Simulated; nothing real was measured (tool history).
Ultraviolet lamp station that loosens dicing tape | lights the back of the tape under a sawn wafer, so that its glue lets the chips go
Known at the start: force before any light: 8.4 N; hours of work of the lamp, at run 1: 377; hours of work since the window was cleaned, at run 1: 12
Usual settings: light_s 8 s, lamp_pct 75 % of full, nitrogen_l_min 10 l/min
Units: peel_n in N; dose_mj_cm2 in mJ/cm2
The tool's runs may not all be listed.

run,hour,light_s,lamp_pct,nitrogen_l_min,hours of work of the lamp,hours of work since the window was cleaned,peel_n,dose_mj_cm2
1,0,8,75,10,377,12,0.58,184
2,41.5,8,75,10,397,32,0.557,187
3,116.6,6,75,10,434,69,1.085,136
4,188.2,6,75,10,468,103,1.08,134
5,250.7,6,75,10,499,134,1.161,130
6,330.2,8,75,10,537,172,0.684,171
7,393.5,8,73,10,568,203,0.729,167
8,460.3,8,73,10,600,235,0.732,163
9,535.1,8,75,9,636,271,0.778,160
10,602.9,8,98,10,669,304,0.421,207
11,676.5,8,75,10,705,340,0.769,161
12,715.1,8,75,10,724,358,0.806,157
13,757,8,65,10,744,379,1.09,134
# hour 796.8: window cleaned of glue's vapour
14,830,8,81,10,779,16,0.615,177
15,886.3,6,81,9,806,43,1.183,133
16,946.9,5,63,4,836,73,3.084,85
17,982.5,13,63,4,853,90,0.747,217
18,1026.2,5,75,10,874,111,1.854,98
19,1067.2,10,75,16,894,131,0.375,196
20,1140.5,8,88,16,929,166,0.441,179
21,1207.4,8,75,16,962,199,0.676,155
22,1258.2,8,75,16,986,223,0.681,148
23,1337.2,8,75,16,1025,262,0.741,149

The same runs without the tool's hidden state, with the same run-to-run variation:
The hidden state here: lamp's light, % of a new lamp's; light that the window lets through, % of a clean one's; drift of the gauge itself on peel_n, %; drift of the gauge itself on dose_mj_cm2, %.
run,peel_n,dose_mj_cm2
1,0.439,209
2,0.414,214
3,0.801,159
4,0.773,158
5,0.807,156
6,0.436,209
7,0.449,207
8,0.433,206
9,0.446,206
10,0.236,272
11,0.409,213
12,0.422,211
13,0.578,182
14,0.363,224
15,0.717,170
16,2.312,110
17,0.408,285
18,1.166,131
19,0.207,262
20,0.224,244
21,0.326,214
22,0.318,209
23,0.329,213
